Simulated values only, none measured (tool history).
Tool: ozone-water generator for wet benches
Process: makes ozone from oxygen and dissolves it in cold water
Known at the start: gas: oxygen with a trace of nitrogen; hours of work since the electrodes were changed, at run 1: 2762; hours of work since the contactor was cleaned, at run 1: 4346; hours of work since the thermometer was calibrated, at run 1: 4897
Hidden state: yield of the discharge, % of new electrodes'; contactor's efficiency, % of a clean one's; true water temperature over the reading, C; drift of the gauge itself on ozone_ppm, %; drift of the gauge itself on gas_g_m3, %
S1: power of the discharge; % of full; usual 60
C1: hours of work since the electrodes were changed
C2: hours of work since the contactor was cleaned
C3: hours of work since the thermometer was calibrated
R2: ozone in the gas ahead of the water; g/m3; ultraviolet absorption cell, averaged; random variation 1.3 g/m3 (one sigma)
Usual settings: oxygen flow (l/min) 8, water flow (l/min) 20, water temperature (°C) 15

run 1 hour=0 | S1=60 oxygen_flow_(l/min)=8 water_flow_(l/min)=20 water_temperature_(°C)=15 | C1=2762 C2=4346 C3=4897 | dissolved_ozone_(ppm)=36.3 R2=237.7
run 2 hour=48.1 | S1=60 oxygen_flow_(l/min)=8 water_flow_(l/min)=13 water_temperature_(°C)=15 | C1=2807 C2=4392 C3=4942 | dissolved_ozone_(ppm)=45.9 R2=237.9
run 3 hour=98.9 | S1=60 oxygen_flow_(l/min)=8 water_flow_(l/min)=13 water_temperature_(°C)=15 | C1=2855 C2=4439 C3=4990 | dissolved_ozone_(ppm)=46 R2=236
run 4 hour=164.4 | S1=60 oxygen_flow_(l/min)=9.08 water_flow_(l/min)=20 water_temperature_(°C)=15 | C1=2917 C2=4501 C3=5052 | dissolved_ozone_(ppm)=36.2 R2=219.9
run 5 hour=234.5 | S1=60 oxygen_flow_(l/min)=8 water_flow_(l/min)=27 water_temperature_(°C)=15 | C1=2982 C2=4567 C3=5118 | dissolved_ozone_(ppm)=30.3 R2=239.1
run 6 hour=272.7 | S1=60 oxygen_flow_(l/min)=6.03 water_flow_(l/min)=20 water_temperature_(°C)=15 | C1=3018 C2=4603 C3=5154 | dissolved_ozone_(ppm)=37.1 R2=276.3
run 7 hour=332.7 | S1=60 oxygen_flow_(l/min)=8 water_flow_(l/min)=16 water_temperature_(°C)=15 | C1=3075 C2=4659 C3=5210 | dissolved_ozone_(ppm)=41.3 R2=237.1
run 8 hour=394.9 | S1=60 oxygen_flow_(l/min)=8 water_flow_(l/min)=16 water_temperature_(°C)=15 | C1=3133 C2=4717 C3=5268 | dissolved_ozone_(ppm)=41.3 R2=238.3
run 9 hour=456.6 | S1=60 oxygen_flow_(l/min)=8 water_flow_(l/min)=16 water_temperature_(°C)=15 | C1=3191 C2=4775 C3=5326 | dissolved_ozone_(ppm)=41.2 R2=236.4
run 10 hour=491.5 | S1=60 oxygen_flow_(l/min)=8 water_flow_(l/min)=16 water_temperature_(°C)=15 | C1=3224 C2=4808 C3=5359 | dissolved_ozone_(ppm)=41.2 R2=236.3
run 11 hour=536.7 | S1=60 oxygen_flow_(l/min)=8 water_flow_(l/min)=20 water_temperature_(°C)=15 | C1=3266 C2=4851 C3=5402 | dissolved_ozone_(ppm)=36.5 R2=236.9
run 12 hour=580.8 | S1=60 oxygen_flow_(l/min)=8 water_flow_(l/min)=20 water_temperature_(°C)=15 | C1=3308 C2=4892 C3=5443 | dissolved_ozone_(ppm)=36 R2=235.8
run 13 hour=641.3 | S1=60 oxygen_flow_(l/min)=8 water_flow_(l/min)=20 water_temperature_(°C)=15 | C1=3365 C2=4949 C3=5500 | dissolved_ozone_(ppm)=36.8 R2=234.7
run 14 hour=679.4 | S1=60 oxygen_flow_(l/min)=8 water_flow_(l/min)=20 water_temperature_(°C)=15 | C1=3401 C2=4985 C3=5536 | dissolved_ozone_(ppm)=36.4 R2=235.4
run 15 hour=746.1 | S1=68 oxygen_flow_(l/min)=8 water_flow_(l/min)=20 water_temperature_(°C)=15 | C1=3463 C2=5048 C3=5598 | dissolved_ozone_(ppm)=40.6 R2=262.5
run 16 hour=777.6 | S1=68 oxygen_flow_(l/min)=8 water_flow_(l/min)=24 water_temperature_(°C)=15 | C1=3493 C2=5077 C3=5628 | dissolved_ozone_(ppm)=35.9 R2=262
run 17 hour=832.1 | S1=94 oxygen_flow_(l/min)=14.24 water_flow_(l/min)=24 water_temperature_(°C)=15 | C1=3544 C2=5128 C3=5679 | dissolved_ozone_(ppm)=44.9 R2=252
run 18 hour=872.8 | S1=50 oxygen_flow_(l/min)=4.51 water_flow_(l/min)=13 water_temperature_(°C)=16 | C1=3582 C2=5167 C3=5718 | dissolved_ozone_(ppm)=41.1 R2=272.2
run 19 hour=938.2 | S1=60 oxygen_flow_(l/min)=8 water_flow_(l/min)=17 water_temperature_(°C)=10 | C1=3644 C2=5228 C3=5779 | dissolved_ozone_(ppm)=42.9 R2=237.4
run 20 hour=969.7 | S1=91 oxygen_flow_(l/min)=4.19 water_flow_(l/min)=14 water_temperature_(°C)=10 | C1=3673 C2=5258 C3=5809 | dissolved_ozone_(ppm)=71.3 R2=474.2
run 21 hour=1003.3 | S1=91 oxygen_flow_(l/min)=4.19 water_flow_(l/min)=14 water_temperature_(°C)=10 | C1=3705 C2=5289 C3=5840 | dissolved_ozone_(ppm)=71.3 R2=478

Run 22 comes next. What will it give?
-- hour=1033.5 water thermometer calibrated
run 22 hour=1058.1 | S1=91 oxygen_flow_(l/min)=4.19 water_flow_(l/min)=14 water_temperature_(°C)=16 | C1=3756 C2=5340 C3=23 | dissolved_ozone_(ppm)=? R2=?

dissolved ozone (ppm): 65.8
R2: 473.2 g/m3
Without the tool's hidden state the same run would have given dissolved ozone (ppm) 71.6, R2 499.1 g/m3.

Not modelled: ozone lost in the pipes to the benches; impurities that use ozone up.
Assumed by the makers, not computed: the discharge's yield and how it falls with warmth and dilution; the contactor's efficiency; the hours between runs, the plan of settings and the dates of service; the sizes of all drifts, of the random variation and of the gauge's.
